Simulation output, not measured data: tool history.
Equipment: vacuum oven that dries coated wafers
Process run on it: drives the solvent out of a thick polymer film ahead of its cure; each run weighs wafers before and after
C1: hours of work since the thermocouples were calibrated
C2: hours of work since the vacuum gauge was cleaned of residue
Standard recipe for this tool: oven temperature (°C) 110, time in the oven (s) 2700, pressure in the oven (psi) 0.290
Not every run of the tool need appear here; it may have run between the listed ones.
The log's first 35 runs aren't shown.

run 36 day=24.629 | oven_temperature_(°C)=122 time_in_the_oven_(s)=2280 pressure_in_the_oven_(psi)=0.152 | C1=160 C2=548 | solvent_left_in_the_film_(%)=1.01
run 37 day=25.329 | oven_temperature_(°C)=122 time_in_the_oven_(s)=2280 pressure_in_the_oven_(psi)=0.165 | C1=168 C2=555 | solvent_left_in_the_film_(%)=1.16
run 38 day=26.162 | oven_temperature_(°C)=115 time_in_the_oven_(s)=1320 pressure_in_the_oven_(psi)=0.421 | C1=177 C2=564 | solvent_left_in_the_film_(%)=5.36
run 39 day=26.950 | oven_temperature_(°C)=103 time_in_the_oven_(s)=2340 pressure_in_the_oven_(psi)=0.737 | C1=186 C2=573 | solvent_left_in_the_film_(%)=7.08
run 40 day=27.962 | oven_temperature_(°C)=105 time_in_the_oven_(s)=1500 pressure_in_the_oven_(psi)=0.190 | C1=197 C2=584 | solvent_left_in_the_film_(%)=6.54
run 41 day=28.833 | oven_temperature_(°C)=119 time_in_the_oven_(s)=2700 pressure_in_the_oven_(psi)=0.290 | C1=206 C2=594 | solvent_left_in_the_film_(%)=1.45
run 42 day=29.279 | oven_temperature_(°C)=119 time_in_the_oven_(s)=2700 pressure_in_the_oven_(psi)=0.290 | C1=211 C2=599 | solvent_left_in_the_film_(%)=1.38
run 43 day=30.046 | oven_temperature_(°C)=119 time_in_the_oven_(s)=2700 pressure_in_the_oven_(psi)=0.290 | C1=220 C2=607 | solvent_left_in_the_film_(%)=1.55
run 44 day=30.912 | oven_temperature_(°C)=110 time_in_the_oven_(s)=2700 pressure_in_the_oven_(psi)=0.390 | C1=229 C2=617 | solvent_left_in_the_film_(%)=3.23
run 45 day=31.346 | oven_temperature_(°C)=110 time_in_the_oven_(s)=3060 pressure_in_the_oven_(psi)=0.290 | C1=234 C2=621 | solvent_left_in_the_film_(%)=2.49
run 46 day=32.225 | oven_temperature_(°C)=99 time_in_the_oven_(s)=2880 pressure_in_the_oven_(psi)=0.145 | C1=244 C2=631 | solvent_left_in_the_film_(%)=4.38

5 options for the next run, each taken on its own from the tool as it stands now. Forecast them:
run A day=32.992 | oven_temperature_(°C)=110 time_in_the_oven_(s)=2220 pressure_in_the_oven_(psi)=0.706 | C1=252 C2=639 | solvent_left_in_the_film_(%)=?
run B day=32.992 | oven_temperature_(°C)=98 time_in_the_oven_(s)=2400 pressure_in_the_oven_(psi)=0.145 | C1=252 C2=639 | solvent_left_in_the_film_(%)=?
run C day=32.992 | oven_temperature_(°C)=96 time_in_the_oven_(s)=4020 pressure_in_the_oven_(psi)=0.290 | C1=252 C2=639 | solvent_left_in_the_film_(%)=?
run D day=32.992 | oven_temperature_(°C)=123 time_in_the_oven_(s)=2700 pressure_in_the_oven_(psi)=0.290 | C1=252 C2=639 | solvent_left_in_the_film_(%)=?
run E day=32.992 | oven_temperature_(°C)=110 time_in_the_oven_(s)=2880 pressure_in_the_oven_(psi)=0.210 | C1=252 C2=639 | solvent_left_in_the_film_(%)=?

run=A solvent_left_in_the_film_(%)=5.13
run=B solvent_left_in_the_film_(%)=5.93
run=C solvent_left_in_the_film_(%)=4.40
run=D solvent_left_in_the_film_(%)=1.16
run=E solvent_left_in_the_film_(%)=2.28
The same runs, with their run-to-run variation unchanged, on a tool lacking any hidden condition would have given:
run=A solvent_left_in_the_film_(%)=4.89
run=B solvent_left_in_the_film_(%)=5.62
run=C solvent_left_in_the_film_(%)=4.07
run=D solvent_left_in_the_film_(%)=1.04
run=E solvent_left_in_the_film_(%)=2.07

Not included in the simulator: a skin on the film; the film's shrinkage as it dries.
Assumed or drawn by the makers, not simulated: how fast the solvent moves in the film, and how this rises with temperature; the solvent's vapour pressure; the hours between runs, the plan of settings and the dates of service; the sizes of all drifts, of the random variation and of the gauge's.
